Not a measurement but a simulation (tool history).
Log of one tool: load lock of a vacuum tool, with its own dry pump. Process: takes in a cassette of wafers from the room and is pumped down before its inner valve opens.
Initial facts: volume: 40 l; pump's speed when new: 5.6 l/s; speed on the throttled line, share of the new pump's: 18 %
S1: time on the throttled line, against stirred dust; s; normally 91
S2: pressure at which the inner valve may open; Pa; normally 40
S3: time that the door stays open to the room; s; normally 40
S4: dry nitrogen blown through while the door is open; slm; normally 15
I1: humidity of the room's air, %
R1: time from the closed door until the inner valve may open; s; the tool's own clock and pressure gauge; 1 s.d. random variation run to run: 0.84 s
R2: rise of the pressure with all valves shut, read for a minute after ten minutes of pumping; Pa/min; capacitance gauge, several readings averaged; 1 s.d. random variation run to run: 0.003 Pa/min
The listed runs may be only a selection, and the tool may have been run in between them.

run 1 day=0.000 | S1=91 S2=40 S3=40 S4=15 | I1=45.1 | R1=130.8 R2=0.019
run 2 day=3.738 | S1=91 S2=40 S3=40 S4=15 | I1=42.9 | R1=129.5 R2=0.015
run 3 day=6.238 | S1=91 S2=40 S3=40 S4=15 | I1=46.7 | R1=130.5 R2=0.019
run 4 day=11.688 | S1=91 S2=40 S3=40 S4=15 | I1=44.8 | R1=131.0 R2=0.019
run 5 day=16.108 | S1=91 S2=40 S3=40 S4=15 | I1=47.6 | R1=127.0 R2=0.019
run 6 day=20.758 | S1=91 S2=40 S3=40 S4=15 | I1=44.3 | R1=129.7 R2=0.021
run 7 day=25.817 | S1=91 S2=40 S3=40 S4=15 | I1=44.0 | R1=130.9 R2=0.014
run 8 day=31.796 | S1=74 S2=40 S3=40 S4=15 | I1=43.1 | R1=116.6 R2=0.018
run 9 day=35.229 | S1=94 S2=70 S3=235 S4=19 | I1=42.4 | R1=128.6 R2=0.048
run 10 day=38.008 | S1=94 S2=38 S3=235 S4=7 | I1=42.6 | R1=133.1 R2=0.067
run 11 day=41.021 | S1=144 S2=40 S3=40 S4=15 | I1=44.0 | R1=174.0 R2=0.020
run 12 day=46.358 | S1=144 S2=34 S3=228 S4=15 | I1=44.8 | R1=174.5 R2=0.053
run 13 day=51.650 | S1=68 S2=40 S3=42 S4=40 | I1=48.5 | R1=111.0 R2=0.011
run 14 day=54.725 | S1=70 S2=33 S3=36 S4=15 | I1=44.6 | R1=114.4 R2=0.021

For run 15, what comes out?
run 15 day=59.854 | S1=61 S2=34 S3=76 S4=5 | I1=43.8 | R1=? R2=?

{"run 15": {"R1": 107.1, "R2": 0.029}}
Were there no unlogged condition in the tool, this run, its random variation unchanged, would have produced R1 107.0 s, R2 0.029 Pa/min.
